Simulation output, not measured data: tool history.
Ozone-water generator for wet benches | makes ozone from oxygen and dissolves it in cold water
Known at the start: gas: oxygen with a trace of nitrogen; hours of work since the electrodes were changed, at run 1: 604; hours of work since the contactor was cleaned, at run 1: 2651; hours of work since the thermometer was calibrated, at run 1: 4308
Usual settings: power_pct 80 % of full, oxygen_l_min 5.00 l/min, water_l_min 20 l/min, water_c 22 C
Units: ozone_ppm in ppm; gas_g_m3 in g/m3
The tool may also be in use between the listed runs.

| run | day | power_pct | oxygen_l_min | water_l_min | water_c | hours of work since the electrodes were changed | hours of work since the contactor was cleaned | hours of work since the thermometer was calibrated | ozone_ppm | gas_g_m3 |
|---|---|---|---|---|---|---|---|---|---|---|
| 1 | 0.000 | 80 | 5.00 | 20 | 22 | 604 | 2651 | 4308 | 17.2 | 175.6 |
| 2 | 1.638 | 80 | 5.00 | 29 | 22 | 641 | 2688 | 4345 | 11.9 | 175.7 |
|  | 3.417 | water thermometer calibrated |
| 3 | 3.558 | 80 | 6.41 | 20 | 22 | 684 | 2731 | 3 | 16.5 | 149.7 |
| 4 | 5.688 | 80 | 5.00 | 17 | 22 | 732 | 2779 | 51 | 19.8 | 174.9 |
| 5 | 7.121 | 80 | 5.00 | 17 | 22 | 764 | 2811 | 84 | 19.6 | 173.2 |
| 6 | 9.154 | 80 | 5.00 | 17 | 22 | 810 | 2857 | 129 | 19.8 | 175.5 |
| 7 | 11.842 | 80 | 2.76 | 20 | 22 | 871 | 2917 | 190 | 17.6 | 252.7 |
| 8 | 14.592 | 80 | 5.00 | 20 | 22 | 933 | 2979 | 252 | 17.0 | 173.5 |
| 9 | 16.904 | 80 | 5.00 | 20 | 22 | 985 | 3032 | 304 | 17.0 | 173.0 |
| 10 | 19.708 | 80 | 5.00 | 20 | 22 | 1048 | 3095 | 368 | 16.8 | 174.9 |
| 11 | 22.642 | 80 | 5.00 | 20 | 22 | 1114 | 3161 | 434 | 17.0 | 175.4 |
| 12 | 25.675 | 80 | 5.00 | 20 | 22 | 1183 | 3229 | 502 | 17.1 | 173.9 |
| 13 | 26.988 | 80 | 5.00 | 20 | 22 | 1212 | 3259 | 532 | 17.0 | 172.3 |
| 14 | 29.704 | 85 | 3.63 | 22 | 22 | 1274 | 3320 | 593 | 16.7 | 224.7 |
| 15 | 31.975 | 65 | 3.63 | 22 | 22 | 1325 | 3372 | 644 | 13.4 | 180.6 |
| 16 | 34.421 | 65 | 3.63 | 22 | 22 | 1380 | 3427 | 699 | 13.4 | 178.4 |
| 17 | 35.871 | 65 | 3.63 | 22 | 22 | 1413 | 3459 | 732 | 13.6 | 177.4 |
| 18 | 38.496 | 80 | 8.85 | 16 | 22 | 1472 | 3519 | 791 | 18.2 | 119.9 |
| 19 | 41.404 | 80 | 3.70 | 20 | 26 | 1537 | 3584 | 857 | 16.4 | 208.1 |
| 20 | 42.883 | 80 | 3.70 | 20 | 26 | 1571 | 3618 | 890 | 16.8 | 208.7 |
| 21 | 45.783 | 73 | 3.70 | 22 | 26 | 1636 | 3683 | 956 | 14.1 | 190.5 |
| 22 | 48.592 | 73 | 3.70 | 12 | 26 | 1700 | 3746 | 1019 | 23.5 | 191.3 |
| 23 | 51.483 | 50 | 8.07 | 26 | 22 | 1765 | 3812 | 1084 | 8.4 | 84.9 |
| 24 | 53.638 | 46 | 6.84 | 20 | 22 | 1813 | 3860 | 1133 | 10.4 | 88.9 |
| 25 | 55.088 | 69 | 5.00 | 20 | 22 | 1846 | 3893 | 1166 | 15.1 | 150.3 |

5 ways to go on from here, each from the tool as it stands after run 25. What would each give?
| A | 56.967 | 47 | 5.00 | 20 | 23 | 1888 | 3935 | 1208 | ? | ? |
| B | 56.967 | 69 | 3.69 | 20 | 22 | 1888 | 3935 | 1208 | ? | ? |
| C | 56.967 | 69 | 5.00 | 30 | 22 | 1888 | 3935 | 1208 | ? | ? |
| D | 56.967 | 84 | 5.00 | 20 | 22 | 1888 | 3935 | 1208 | ? | ? |
| E | 56.967 | 54 | 8.78 | 20 | 22 | 1888 | 3935 | 1208 | ? | ? |

| run | ozone_ppm | gas_g_m3 |
|---|---|---|
| A | 10.9 | 109.3 |
| B | 15.4 | 184.2 |
| C | 10.0 | 150.7 |
| D | 17.9 | 176.7 |
| E | 11.3 | 85.2 |
Without the tool's hidden state the same runs would have given:
| run | ozone_ppm | gas_g_m3 |
|---|---|---|
| A | 10.9 | 112.4 |
| B | 15.4 | 189.5 |
| C | 10.1 | 155.1 |
| D | 18.0 | 181.8 |
| E | 11.3 | 87.7 |

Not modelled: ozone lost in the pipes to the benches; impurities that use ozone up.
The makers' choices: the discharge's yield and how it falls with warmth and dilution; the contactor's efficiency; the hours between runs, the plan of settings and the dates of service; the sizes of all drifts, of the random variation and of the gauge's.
